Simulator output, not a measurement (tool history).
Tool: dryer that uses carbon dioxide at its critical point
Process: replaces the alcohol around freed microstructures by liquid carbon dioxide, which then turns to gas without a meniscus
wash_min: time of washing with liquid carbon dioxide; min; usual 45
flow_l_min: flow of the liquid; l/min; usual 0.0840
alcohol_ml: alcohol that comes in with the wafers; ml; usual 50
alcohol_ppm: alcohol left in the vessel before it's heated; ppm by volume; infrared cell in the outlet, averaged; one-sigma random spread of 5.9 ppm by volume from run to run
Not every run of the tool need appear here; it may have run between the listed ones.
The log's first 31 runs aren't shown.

| run | hour | wash_min | flow_l_min | alcohol_ml | alcohol_ppm |
|---|---|---|---|---|---|
| 32 | 639.9 | 30 | 0.0840 | 29 | 1124 |
| 33 | 656.9 | 48 | 0.0915 | 35 | 209 |
| 34 | 671.0 | 37 | 0.0524 | 35 | 3364 |
| 35 | 688.6 | 45 | 0.0799 | 48 | 452 |
| 36 | 701.8 | 33 | 0.1106 | 25 | 305 |
| 37 | 726.2 | 33 | 0.1353 | 25 | 195 |
| 38 | 752.2 | 33 | 0.1353 | 25 | 199 |
| 39 | 778.0 | 33 | 0.1353 | 25 | 212 |
| 40 | 796.1 | 70 | 0.1256 | 45 | 182 |
| 41 | 822.7 | 45 | 0.0854 | 21 | 275 |
| 42 | 849.8 | 39 | 0.0854 | 50 | 772 |
| 43 | 865.0 | 27 | 0.0657 | 47 | 6249 |

4 ways to go on from here, each from the tool as it stands after run 43. What would each give?
|  | 879.4 | purifier's bed changed |
| A | 892.6 | 45 | 0.1058 | 40 | ? |
|  | 879.4 | purifier's bed changed |
| B | 892.6 | 61 | 0.0757 | 47 | ? |
|  | 879.4 | purifier's bed changed |
| C | 892.6 | 60 | 0.1125 | 47 | ? |
|  | 879.4 | purifier's bed changed |
| D | 892.6 | 64 | 0.0657 | 47 | ? |

| run | alcohol_ppm |
|---|---|
| A | 57 |
| B | 90 |
| C | 18 |
| D | 167 |
Stripped of hidden state, with their random variation kept, the same runs would have yielded:
| run | alcohol_ppm |
|---|---|
| A | 33 |
| B | 56 |
| C | 14 |
| D | 110 |

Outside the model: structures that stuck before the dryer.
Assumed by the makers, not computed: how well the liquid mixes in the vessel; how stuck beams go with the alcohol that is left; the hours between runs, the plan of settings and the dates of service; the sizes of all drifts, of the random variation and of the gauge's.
